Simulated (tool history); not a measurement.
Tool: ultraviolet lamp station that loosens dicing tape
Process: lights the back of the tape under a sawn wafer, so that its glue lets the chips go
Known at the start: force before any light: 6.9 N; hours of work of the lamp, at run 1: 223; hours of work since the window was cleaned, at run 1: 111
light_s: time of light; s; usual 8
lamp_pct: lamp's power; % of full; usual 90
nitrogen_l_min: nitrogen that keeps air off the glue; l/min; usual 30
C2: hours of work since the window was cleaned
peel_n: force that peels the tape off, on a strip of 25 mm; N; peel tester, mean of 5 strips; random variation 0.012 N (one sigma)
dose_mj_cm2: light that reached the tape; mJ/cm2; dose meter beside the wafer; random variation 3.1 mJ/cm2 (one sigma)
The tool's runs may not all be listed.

Run 1, day 0: usual settings; hours of work of the lamp 223; C2 111. Result: peel_n 0.725 N, dose_mj_cm2 430 mJ/cm2.
Run 2, day 2.362: usual settings; hours of work of the lamp 261; C2 149. Result: peel_n 0.733 N, dose_mj_cm2 422 mJ/cm2.
Run 3, day 3.471: usual settings; hours of work of the lamp 279; C2 167. Result: peel_n 0.727 N, dose_mj_cm2 412 mJ/cm2.
Run 4, day 5.588: usual settings; hours of work of the lamp 313; C2 201. Result: peel_n 0.766 N, dose_mj_cm2 410 mJ/cm2.
Run 5, day 7.554: usual settings; hours of work of the lamp 345; C2 233. Result: peel_n 0.814 N, dose_mj_cm2 400 mJ/cm2.
Run 6, day 8.708: usual settings; hours of work of the lamp 364; C2 252. Result: peel_n 0.857 N, dose_mj_cm2 388 mJ/cm2.
Run 7, day 9.758: usual settings; hours of work of the lamp 381; C2 269. Result: peel_n 0.86 N, dose_mj_cm2 386 mJ/cm2.
Run 8, day 11.8: usual settings; hours of work of the lamp 414; C2 302. Result: peel_n 0.867 N, dose_mj_cm2 377 mJ/cm2.
Run 9, day 14.179: usual settings; hours of work of the lamp 453; C2 341. Result: peel_n 0.951 N, dose_mj_cm2 362 mJ/cm2.
Run 10, day 15.862: usual settings; hours of work of the lamp 480; C2 368. Result: peel_n 1 N, dose_mj_cm2 359 mJ/cm2.
Run 11, day 18: usual settings; hours of work of the lamp 515; C2 403. Result: peel_n 1.055 N, dose_mj_cm2 351 mJ/cm2.
Run 12, day 19.971: usual settings; hours of work of the lamp 547; C2 435. Result: peel_n 1.056 N, dose_mj_cm2 344 mJ/cm2.
Run 13, day 22.008: usual settings but nitrogen_l_min 18 l/min; hours of work of the lamp 580; C2 468. Result: peel_n 1.361 N, dose_mj_cm2 332 mJ/cm2.
At day 23.25: window cleaned of glue's vapour.
Run 14, day 24.483: usual settings but nitrogen_l_min 18 l/min; hours of work of the lamp 620; C2 20. Result: peel_n 1.085 N, dose_mj_cm2 393 mJ/cm2.
Run 15, day 25.908: usual settings but nitrogen_l_min 18 l/min; hours of work of the lamp 643; C2 43. Result: peel_n 1.099 N, dose_mj_cm2 388 mJ/cm2.
Run 16, day 28.042: usual settings; hours of work of the lamp 677; C2 78. Result: peel_n 0.885 N, dose_mj_cm2 375 mJ/cm2.
Run 17, day 29.742: usual settings but lamp_pct 74 % of full; hours of work of the lamp 705; C2 105. Result: peel_n 1.265 N, dose_mj_cm2 304 mJ/cm2.
Run 18, day 31.188: usual settings but light_s 5 s, lamp_pct 93 % of full; hours of work of the lamp 728; C2 129. Result: peel_n 1.809 N, dose_mj_cm2 237 mJ/cm2.
Run 19, day 32.7: usual settings; hours of work of the lamp 753; C2 153. Result: peel_n 0.977 N, dose_mj_cm2 355 mJ/cm2.
Run 20, day 34.15: usual settings but light_s 10 s, nitrogen_l_min 11 l/min; hours of work of the lamp 777; C2 177. Result: peel_n 1.097 N, dose_mj_cm2 439 mJ/cm2.
Run 21, day 35.529: usual settings but light_s 4 s, nitrogen_l_min 28 l/min; hours of work of the lamp 799; C2 199. Result: peel_n 2.643 N, dose_mj_cm2 173 mJ/cm2.
Run 22, day 36.942: usual settings but lamp_pct 97 % of full; hours of work of the lamp 822; C2 222. Result: peel_n 0.977 N, dose_mj_cm2 363 mJ/cm2.
Run 23, day 38.454: usual settings but lamp_pct 97 % of full; hours of work of the lamp 846; C2 247. Result: peel_n 0.978 N, dose_mj_cm2 359 mJ/cm2.
Run 24, day 40.217: usual settings; hours of work of the lamp 875; C2 275. Result: peel_n 1.154 N, dose_mj_cm2 322 mJ/cm2.
Run 25, day 42.221: usual settings; hours of work of the lamp 907; C2 308. Result: peel_n 1.234 N, dose_mj_cm2 316 mJ/cm2.
Run 26, day 44.275: usual settings but nitrogen_l_min 37 l/min; hours of work of the lamp 941; C2 341. Result: peel_n 1.129 N, dose_mj_cm2 311 mJ/cm2.

The next listed run, before its measurement:
Run 27, day 45.621: usual settings but light_s 7 s, lamp_pct 84 % of full, nitrogen_l_min 39 l/min; hours of work of the lamp 963; C2 363. Result: peel_n ?, dose_mj_cm2 ?.

{"run 27": {"peel_n": 1.603, "dose_mj_cm2": 250}}
Without the tool's hidden state the same run would have given peel_n 0.744 N, dose_mj_cm2 396 mJ/cm2.
